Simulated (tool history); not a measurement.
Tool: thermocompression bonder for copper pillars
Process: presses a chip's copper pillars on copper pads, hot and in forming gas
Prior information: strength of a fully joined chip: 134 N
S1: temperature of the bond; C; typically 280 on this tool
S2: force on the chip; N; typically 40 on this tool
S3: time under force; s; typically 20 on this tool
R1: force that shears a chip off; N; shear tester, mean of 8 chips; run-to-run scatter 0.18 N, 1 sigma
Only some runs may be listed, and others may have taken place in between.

{"run": 1, "hour": 0.0, "S1": 280, "S2": 40, "S3": 20, "R1": 90.1}
{"run": 2, "hour": 14.0, "S1": 280, "S2": 40, "S3": 20, "R1": 89.8}
{"run": 3, "hour": 22.4, "S1": 275, "S2": 40, "S3": 20, "R1": 85.9}
{"run": 4, "hour": 29.8, "S1": 253, "S2": 40, "S3": 20, "R1": 69.1}
{"run": 5, "hour": 40.5, "S1": 251, "S2": 40, "S3": 20, "R1": 67.2}
{"run": 6, "hour": 53.7, "S1": 280, "S2": 32, "S3": 20, "R1": 77}
{"run": 7, "hour": 66.2, "S1": 280, "S2": 40, "S3": 20, "R1": 89.4}
{"run": 8, "hour": 82.8, "S1": 285, "S2": 40, "S3": 20, "R1": 92.3}
{"run": 9, "hour": 98.2, "S1": 285, "S2": 40, "S3": 20, "R1": 91.6}
{"run": 10, "hour": 109.0, "S1": 285, "S2": 40, "S3": 20, "R1": 92.1}
{"run": 11, "hour": 119.5, "S1": 285, "S2": 40, "S3": 20, "R1": 91.3}
{"run": 12, "hour": 132.4, "S1": 280, "S2": 40, "S3": 18, "R1": 85.5}
{"hour": 139.8, "done": "forming gas filter changed"}
{"run": 13, "hour": 143.5, "S1": 305, "S2": 40, "S3": 18, "R1": 107.1}
{"run": 14, "hour": 159.4, "S1": 305, "S2": 40, "S3": 18, "R1": 106.8}
{"run": 15, "hour": 170.3, "S1": 295, "S2": 40, "S3": 18, "R1": 100.8}
{"run": 16, "hour": 180.5, "S1": 299, "S2": 31, "S3": 13, "R1": 80.8}
{"run": 17, "hour": 190.7, "S1": 299, "S2": 29, "S3": 52, "R1": 109.3}
{"run": 18, "hour": 198.2, "S1": 260, "S2": 29, "S3": 52, "R1": 81.3}
{"run": 19, "hour": 206.4, "S1": 260, "S2": 29, "S3": 52, "R1": 81.5}

Expected results for the next run?
{"run": 20, "hour": 213.4, "S1": 282, "S2": 40, "S3": 52, "R1": "?"}

{"run 20": {"R1": 113.5}}
Had the tool carried no hidden state, the very same run would have given R1 113.2 N.
